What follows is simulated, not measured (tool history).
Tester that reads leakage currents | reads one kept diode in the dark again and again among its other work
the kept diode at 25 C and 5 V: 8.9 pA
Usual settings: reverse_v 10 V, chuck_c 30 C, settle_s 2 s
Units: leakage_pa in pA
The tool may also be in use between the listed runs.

| run | hour | reverse_v | chuck_c | settle_s | leakage_pa |
|---|---|---|---|---|---|
| 1 | 0 | 10 | 30 | 2 | 23.44 |
| 2 | 149.3 | 10 | 30 | 2 | 24.85 |
| 3 | 269.1 | 10 | 30 | 2 | 26.28 |
| 4 | 369.1 | 10 | 30 | 2 | 27.07 |
| 5 | 478.6 | 10 | 30 | 2 | 28.48 |
| 6 | 602.8 | 10 | 30 | 2 | 29.66 |
| 7 | 696.3 | 10 | 30 | 2 | 30.68 |
| 8 | 766 | 10 | 30 | 2 | 31.4 |
| 9 | 841.3 | 2.4 | 30 | 2 | 11.49 |
| 10 | 923.6 | 10 | 30 | 2 | 33.08 |
| 11 | 1020.6 | 10 | 30 | 2 | 34.11 |
| 12 | 1097.1 | 10 | 30 | 2 | 34.74 |
| 13 | 1230.3 | 4.5 | 30 | 2 | 19.64 |
| 14 | 1329.3 | 4.5 | 30 | 2 | 19.99 |
| 15 | 1425.7 | 4.5 | 30 | 2 | 20.6 |
| 16 | 1527.4 | 4.5 | 30 | 2 | 20.93 |
| 17 | 1614.9 | 4.5 | 30 | 2 | 21.3 |
| 18 | 1757.1 | 4.5 | 30 | 2 | 21.87 |
| 19 | 1826.1 | 4.5 | 30 | 2 | 22.17 |
| 20 | 1972.3 | 5 | 30 | 2 | 25.01 |
| 21 | 2100.3 | 6 | 37 | 2.15 | 38.84 |
| 22 | 2234.1 | 6 | 37 | 2.15 | 39.5 |
|  | 2308.7 | tester calibrated |
| 23 | 2308.7 | 6 | 37 | 2.15 | 40.16 |
|  | 2437.2 | probe card cleaned and baked |
| 24 | 2472.5 | 6 | 37 | 2.15 | 23.33 |
| 25 | 2613.8 | 6 | 34 | 0.76 | 20.94 |
| 26 | 2714.7 | 6 | 34 | 0.76 | 21.38 |

Forecast run 27:
| 27 | 2804.6 | 10 | 40 | 2.75 | ? |

Run 27 gave leakage_pa 42.16 pA.
Without the tool's hidden state the same run would have given leakage_pa 41.54 pA.
